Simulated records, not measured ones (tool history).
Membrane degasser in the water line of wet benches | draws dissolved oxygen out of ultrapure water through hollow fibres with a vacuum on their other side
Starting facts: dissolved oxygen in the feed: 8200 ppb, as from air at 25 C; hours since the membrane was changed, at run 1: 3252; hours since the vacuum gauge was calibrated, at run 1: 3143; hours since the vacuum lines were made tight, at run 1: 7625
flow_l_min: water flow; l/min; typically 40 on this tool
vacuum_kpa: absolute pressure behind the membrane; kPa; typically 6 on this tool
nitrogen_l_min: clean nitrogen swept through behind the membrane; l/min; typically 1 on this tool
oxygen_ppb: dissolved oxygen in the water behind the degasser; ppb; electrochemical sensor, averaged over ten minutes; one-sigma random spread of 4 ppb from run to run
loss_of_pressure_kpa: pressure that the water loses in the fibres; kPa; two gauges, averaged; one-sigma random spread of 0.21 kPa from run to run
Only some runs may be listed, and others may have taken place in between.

run,hour,flow_l_min,vacuum_kpa,nitrogen_l_min,hours since the membrane was changed,hours since the vacuum gauge was calibrated,hours since the vacuum lines were made tight,oxygen_ppb,loss_of_pressure_kpa
1,0,40,6,1,3252,3143,7625,401.6,47.39
2,154.5,40,6,1,3407,3297,7779,405.7,47.43
3,360.5,40,6,1,3613,3503,7985,392.6,47.45
4,538.4,40,6,1,3791,3681,8163,389.9,47.71
5,731.5,40,6,2.13,3984,3874,8356,303.8,47.47
6,857.1,40,6,2.13,4109,4000,8482,297.4,47.77
7,1026.7,51,6,1,4279,4169,8651,615.3,60.73
8,1138.6,51,6,1,4391,4281,8763,613.9,61.27
9,1227.3,51,7.9,1,4479,4370,8852,784.8,60.74
# hour 1327.2: seals of the vacuum lines changed
10,1400.1,51,7.9,1,4650,4541,73,766.9,60.79
11,1566.6,51,7.9,1,4817,4707,239,771.4,60.96
12,1653.2,38,6,1,4903,4794,326,366.7,45.33
13,1842.2,38,6,1,5092,4983,515,364.6,45.65
14,1987.4,40,6,2.97,5237,5128,660,277.4,48
15,2134.3,40,6,2.97,5384,5275,807,270.1,48.1
16,2249.1,40,6,2.97,5499,5390,922,273.2,48.09
17,2454.2,40,6,1.74,5704,5595,1127,325.2,47.88
18,2546.6,40,6,1.74,5797,5687,1219,326.2,48.07
19,2690.6,38,13.35,1.74,5941,5831,1363,606.5,45.63
20,2888.9,40,14.39,1,6139,6030,1562,970.5,47.78
21,3095.6,33,6.08,0.57,6346,6236,1768,392.4,39.5
22,3290.7,51,4.29,1,6541,6431,1964,470.8,61.41
23,3417.5,36,13.11,1,6668,6558,2090,804.9,43.23
# hour 3565.3: vacuum gauge calibrated
24,3601.2,51,8.34,0.67,6851,36,2274,940.4,61.18
25,3787.6,26,6,1,7037,222,2460,191.5,31.45
26,3953,26,6,1,7203,388,2625,189.1,31.31
27,4120.7,29,6,0.57,7370,555,2793,319.3,35.3
28,4228.2,53,5.3,0.84,7478,663,2901,629.2,63.88
29,4407.8,26,7.58,1.32,7657,843,3080,222.8,31.02
30,4517.4,62,9.28,1.73,7767,952,3190,969.9,75.52
31,4626.7,49,4.59,0.45,7876,1061,3299,537.9,59.27
32,4800,40,11.94,0.93,8050,1235,3472,847.7,48.72
33,4913.6,34,6.94,0.59,8163,1348,3586,487.6,41.75

Predict each of these 3 candidate next runs independently; none follows another, all start after run 33:
A,5046.1,34,4.57,0.71,8296,1481,3718,?,?
B,5046.1,34,13.76,1.93,8296,1481,3718,?,?
C,5046.1,59,5.37,2.29,8296,1481,3718,?,?

run,oxygen_ppb,loss_of_pressure_kpa
A,236.9,41.67
B,506.5,41.31
C,625.7,71.79
With no hidden state in the tool, these same runs would have given:
run,oxygen_ppb,loss_of_pressure_kpa
A,236.6,40.75
B,506.3,40.39
C,624.9,70.19
